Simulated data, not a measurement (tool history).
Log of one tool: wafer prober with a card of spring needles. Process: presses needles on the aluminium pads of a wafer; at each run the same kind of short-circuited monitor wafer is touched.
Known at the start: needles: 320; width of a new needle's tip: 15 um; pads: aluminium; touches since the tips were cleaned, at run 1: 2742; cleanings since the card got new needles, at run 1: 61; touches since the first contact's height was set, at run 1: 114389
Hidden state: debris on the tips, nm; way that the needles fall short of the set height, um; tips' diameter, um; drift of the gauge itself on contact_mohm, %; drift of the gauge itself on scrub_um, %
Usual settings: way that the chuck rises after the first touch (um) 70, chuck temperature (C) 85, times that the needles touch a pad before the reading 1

run    hour  way that the chuck rises after the first touch (um)  chuck temperature (C)  times that the needles touch a pad before the reading  touches since the tips were cleaned  cleanings since the card got new needles  touches since the first contact's height was set  resistance of one needle with its contact and lead (mohm)  way that a needle slides on the pad (um)
  1       0                                                   70                     85                                                      1                                 2742                                        61                                            114389                                                        182                                     11.48
       10.6  -- tips cleaned on abrasive film
       10.9  -- height of the first contact set anew
       25.1  -- tips cleaned on abrasive film
       39.6  -- tips cleaned on abrasive film
  2    39.6                                                   70                     85                                                      1                                    0                                        64                                             13336                                                        183                                     11.53
       57.3  -- tips cleaned on abrasive film
       74.9  -- tips cleaned on abrasive film
  3    80.5                                                   68                     85                                                      1                                 2645                                        66                                             32399                                                        184                                     11.16
       91.2  -- tips cleaned on abrasive film
      105.3  -- tips cleaned on abrasive film
      119.4  -- tips cleaned on abrasive film
  4   124.6                                                   70                     85                                                      1                                 2443                                        69                                             52904                                                        182                                     11.52
      135.3  -- tips cleaned on abrasive film
      149.4  -- tips cleaned on abrasive film
        167  -- tips cleaned on abrasive film
      181.2  -- tips cleaned on abrasive film
      198.8  -- tips cleaned on abrasive film
  5   203.5                                                   70                     26                                                      1                                 2195                                        74                                             89579                                                        172                                     11.56
      214.1  -- tips cleaned on abrasive film
      231.8  -- tips cleaned on abrasive film
      245.9  -- tips cleaned on abrasive film
      263.5  -- tips cleaned on abrasive film
      267.3  -- height of the first contact set anew
        278  -- tips cleaned on abrasive film
  6   278.3                                                   70                     26                                                      1                                  156                                        79                                              5081                                                        171                                     11.52
      292.4  -- tips cleaned on abrasive film
      310.1  -- tips cleaned on abrasive film
      327.7  -- tips cleaned on abrasive film
      345.4  -- tips cleaned on abrasive film
  7     356                                                   70                     26                                                      1                                 4995                                        83                                             41275                                                        171                                     11.53
      359.6  -- tips cleaned on abrasive film
      373.7  -- tips cleaned on abrasive film
      387.9  -- tips cleaned on abrasive film
      404.9  -- tips cleaned on abrasive film
  8   404.9                                                   70                     60                                                      1                                    0                                        87                                             63943                                                        175                                      11.5
      422.5  -- tips cleaned on abrasive film
      440.1  -- tips cleaned on abrasive film
      454.3  -- tips cleaned on abrasive film
  9   462.5                                                   70                     60                                                      1                                 3863                                        90                                             90793                                                        177                                     11.53
      469.6  -- tips cleaned on abrasive film
      487.3  -- tips cleaned on abrasive film
      501.4  -- tips cleaned on abrasive film
 10   505.4                                                   70                     60                                                      1                                 1849                                        93                                            110703                                                        178                                     11.56
        516  -- tips cleaned on abrasive film
      523.3  -- height of the first contact set anew
      530.4  -- tips cleaned on abrasive film
 11   542.5                                                   70                     60                                                      1                                 5642                                        95                                              8926                                                        177                                     11.53
      546.1  -- tips cleaned on abrasive film
      560.2  -- tips cleaned on abrasive film
      577.8  -- tips cleaned on abrasive film
 12   585.8                                                   70                     60                                                      1                                 3733                                        98                                             29076                                                        179                                     11.55
      592.9  -- tips cleaned on abrasive film
      607.1  -- tips cleaned on abrasive film
      624.7  -- tips cleaned on abrasive film
      642.3  -- tips cleaned on abrasive film
        660  -- tips cleaned on abrasive film
 13   661.5                                                   57                     40                                                      2                                  714                                       103                                             64268                                                        180                                      9.38
      675.6  -- tips cleaned on abrasive film
      693.3  -- tips cleaned on abrasive film
      710.9  -- tips cleaned on abrasive film
        725  -- tips cleaned on abrasive film
      742.7  -- tips cleaned on abrasive film
 14   751.3                                                   57                     40                                                      2                                 4035                                       108                                            106066                                                        173                                       9.4
      758.4  -- tips cleaned on abrasive film
      772.5  -- tips cleaned on abrasive film
      779.9  -- height of the first contact set anew
      790.5  -- tips cleaned on abrasive film
      808.1  -- tips cleaned on abrasive film
      822.2  -- tips cleaned on abrasive film
 15   831.3                                                   81                     30                                                      1                                 4244                                       113                                             23947                                                        174                                      13.4
      838.4  -- tips cleaned on abrasive film
      852.6  -- tips cleaned on abrasive film
      870.2  -- tips cleaned on abrasive film
      887.8  -- tips cleaned on abrasive film
      905.5  -- tips cleaned on abrasive film
 16     910                                                   81                     30                                                      1                                 2110                                       118                                             60537                                                        170                                     13.36
      920.6  -- tips cleaned on abrasive film
      934.7  -- tips cleaned on abrasive film
      952.4  -- tips cleaned on abrasive film
 17   956.9                                                   81                     30                                                      1                                 2095                                       121                                             82336                                                        171                                     13.39
      967.5  -- tips cleaned on abrasive film
      981.6  -- tips cleaned on abrasive film
      995.7  -- tips cleaned on abrasive film
     1010.5  -- tips cleaned on abrasive film
 18  1010.5                                                   73                     30                                                      1                                    0                                       125                                            107233                                                        169                                     12.06
     1024.6  -- tips cleaned on abrasive film
     1035.4  -- height of the first contact set anew
       1039  -- tips cleaned on abrasive film
     1056.7  -- tips cleaned on abrasive film
     1074.3  -- tips cleaned on abrasive film
     1088.4  -- tips cleaned on abrasive film
 19  1091.7                                                   64                     39                                                      1                                 1512                                       130                                             26140                                                        175                                     10.58

Run 20 comes next. What will it give?
     1105.8  -- tips cleaned on abrasive film
     1119.9  -- tips cleaned on abrasive film
     1137.6  -- tips cleaned on abrasive film
     1155.2  -- tips cleaned on abrasive film
 20  1164.5                                                   85                     85                                                      2                                 4333                                       134                                             60027                                                          ?                                         ?

Run 20 gave resistance of one needle with its contact and lead (mohm) 180, way that a needle slides on the pad (um) 14.07.
Without the tool's hidden state the same run would have given resistance of one needle with its contact and lead (mohm) 179, way that a needle slides on the pad (um) 13.99.

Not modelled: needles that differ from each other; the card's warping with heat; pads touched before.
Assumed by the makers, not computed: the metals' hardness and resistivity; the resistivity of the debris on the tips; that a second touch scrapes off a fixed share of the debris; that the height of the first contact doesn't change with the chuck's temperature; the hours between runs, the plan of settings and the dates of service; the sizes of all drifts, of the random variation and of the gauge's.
